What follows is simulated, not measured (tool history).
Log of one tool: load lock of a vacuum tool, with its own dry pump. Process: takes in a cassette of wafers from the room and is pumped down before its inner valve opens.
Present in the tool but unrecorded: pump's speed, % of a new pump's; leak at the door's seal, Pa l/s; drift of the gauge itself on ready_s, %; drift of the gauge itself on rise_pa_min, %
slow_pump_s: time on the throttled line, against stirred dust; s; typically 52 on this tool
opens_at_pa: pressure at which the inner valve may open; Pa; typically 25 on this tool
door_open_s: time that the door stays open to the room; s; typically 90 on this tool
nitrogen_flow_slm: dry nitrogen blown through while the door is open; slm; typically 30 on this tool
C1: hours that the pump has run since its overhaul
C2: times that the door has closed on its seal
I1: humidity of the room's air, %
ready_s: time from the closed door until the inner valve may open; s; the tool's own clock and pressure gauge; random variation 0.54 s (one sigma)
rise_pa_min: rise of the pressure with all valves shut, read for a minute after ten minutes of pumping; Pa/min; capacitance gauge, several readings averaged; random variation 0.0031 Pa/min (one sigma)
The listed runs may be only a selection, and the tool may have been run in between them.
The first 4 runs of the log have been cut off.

run 5 hour=483.2 | slow_pump_s=52 opens_at_pa=25 door_open_s=161 nitrogen_flow_slm=30 | C1=2342 C2=11188 | I1=44.5 | ready_s=75.5 rise_pa_min=0.101
run 6 hour=594.8 | slow_pump_s=52 opens_at_pa=25 door_open_s=90 nitrogen_flow_slm=30 | C1=2454 C2=11587 | I1=42.3 | ready_s=76 rise_pa_min=0.077
run 7 hour=681.5 | slow_pump_s=52 opens_at_pa=25 door_open_s=90 nitrogen_flow_slm=30 | C1=2541 C2=11897 | I1=45.4 | ready_s=75.3 rise_pa_min=0.086
run 8 hour=779.1 | slow_pump_s=52 opens_at_pa=25 door_open_s=90 nitrogen_flow_slm=30 | C1=2638 C2=12245 | I1=49.5 | ready_s=76 rise_pa_min=0.091
run 9 hour=848 | slow_pump_s=52 opens_at_pa=28 door_open_s=90 nitrogen_flow_slm=30 | C1=2707 C2=12492 | I1=43.3 | ready_s=74.2 rise_pa_min=0.083
run 10 hour=956.5 | slow_pump_s=52 opens_at_pa=28 door_open_s=90 nitrogen_flow_slm=30 | C1=2816 C2=12880 | I1=44.4 | ready_s=75.6 rise_pa_min=0.082
run 11 hour=1080.6 | slow_pump_s=52 opens_at_pa=28 door_open_s=90 nitrogen_flow_slm=30 | C1=2940 C2=13323 | I1=46.8 | ready_s=75.3 rise_pa_min=0.085
run 12 hour=1160.3 | slow_pump_s=52 opens_at_pa=25 door_open_s=97 nitrogen_flow_slm=30 | C1=3019 C2=13608 | I1=43.5 | ready_s=75.3 rise_pa_min=0.089
run 13 hour=1272.8 | slow_pump_s=52 opens_at_pa=25 door_open_s=97 nitrogen_flow_slm=30 | C1=3132 C2=14010 | I1=45.2 | ready_s=76.6 rise_pa_min=0.093
run 14 hour=1402.1 | slow_pump_s=52 opens_at_pa=25 door_open_s=97 nitrogen_flow_slm=30 | C1=3261 C2=14472 | I1=46.1 | ready_s=74.8 rise_pa_min=0.094
run 15 hour=1478.2 | slow_pump_s=52 opens_at_pa=25 door_open_s=97 nitrogen_flow_slm=30 | C1=3337 C2=14744 | I1=46.3 | ready_s=76.8 rise_pa_min=0.097
run 16 hour=1580.6 | slow_pump_s=52 opens_at_pa=25 door_open_s=97 nitrogen_flow_slm=30 | C1=3440 C2=15110 | I1=46.2 | ready_s=75.2 rise_pa_min=0.098
run 17 hour=1650 | slow_pump_s=52 opens_at_pa=25 door_open_s=97 nitrogen_flow_slm=30 | C1=3509 C2=15358 | I1=45.3 | ready_s=75.7 rise_pa_min=0.098
run 18 hour=1787.7 | slow_pump_s=52 opens_at_pa=25 door_open_s=90 nitrogen_flow_slm=41 | C1=3647 C2=15850 | I1=47.8 | ready_s=76.2 rise_pa_min=0.091
run 19 hour=1932.9 | slow_pump_s=52 opens_at_pa=25 door_open_s=62 nitrogen_flow_slm=41 | C1=3792 C2=16370 | I1=47.1 | ready_s=76.9 rise_pa_min=0.077
run 20 hour=2028.2 | slow_pump_s=52 opens_at_pa=49 door_open_s=90 nitrogen_flow_slm=22 | C1=3887 C2=16710 | I1=44.3 | ready_s=73.9 rise_pa_min=0.103
run 21 hour=2134.2 | slow_pump_s=52 opens_at_pa=49 door_open_s=90 nitrogen_flow_slm=22 | C1=3993 C2=17089 | I1=46.4 | ready_s=74.2 rise_pa_min=0.105
run 22 hour=2237.2 | slow_pump_s=32 opens_at_pa=20 door_open_s=198 nitrogen_flow_slm=8 | C1=4096 C2=17457 | I1=42.5 | ready_s=59.4 rise_pa_min=0.17
run 23 hour=2346.5 | slow_pump_s=29 opens_at_pa=26 door_open_s=198 nitrogen_flow_slm=27 | C1=4206 C2=17848 | I1=45.1 | ready_s=56.8 rise_pa_min=0.132
run 24 hour=2417.1 | slow_pump_s=52 opens_at_pa=25 door_open_s=29 nitrogen_flow_slm=5 | C1=4276 C2=18100 | I1=43.1 | ready_s=75.5 rise_pa_min=0.103
run 25 hour=2524 | slow_pump_s=52 opens_at_pa=21 door_open_s=67 nitrogen_flow_slm=6 | C1=4383 C2=18482 | I1=46.1 | ready_s=76.7 rise_pa_min=0.128
run 26 hour=2610.7 | slow_pump_s=77 opens_at_pa=27 door_open_s=171 nitrogen_flow_slm=20 | C1=4470 C2=18792 | I1=44.6 | ready_s=97.6 rise_pa_min=0.138
run 27 hour=2766.8 | slow_pump_s=52 opens_at_pa=21 door_open_s=90 nitrogen_flow_slm=30 | C1=4626 C2=19350 | I1=48.9 | ready_s=77 rise_pa_min=0.111
run 28 hour=2839.5 | slow_pump_s=52 opens_at_pa=21 door_open_s=90 nitrogen_flow_slm=30 | C1=4699 C2=19610 | I1=42.6 | ready_s=77.5 rise_pa_min=0.101
run 29 hour=2920.6 | slow_pump_s=49 opens_at_pa=25 door_open_s=90 nitrogen_flow_slm=41 | C1=4780 C2=19900 | I1=46 | ready_s=74.1 rise_pa_min=0.104

What will run 30 give?
run 30 hour=3017.7 | slow_pump_s=49 opens_at_pa=25 door_open_s=90 nitrogen_flow_slm=41 | C1=4877 C2=20247 | I1=48.1 | ready_s=? rise_pa_min=?

Run 30 came out at ready_s 74.1 s, rise_pa_min 0.099 Pa/min.
Take away the tool's hidden state, keep the run-to-run variation as it was, and the same run would have given ready_s 72.6 s, rise_pa_min 0.049 Pa/min.
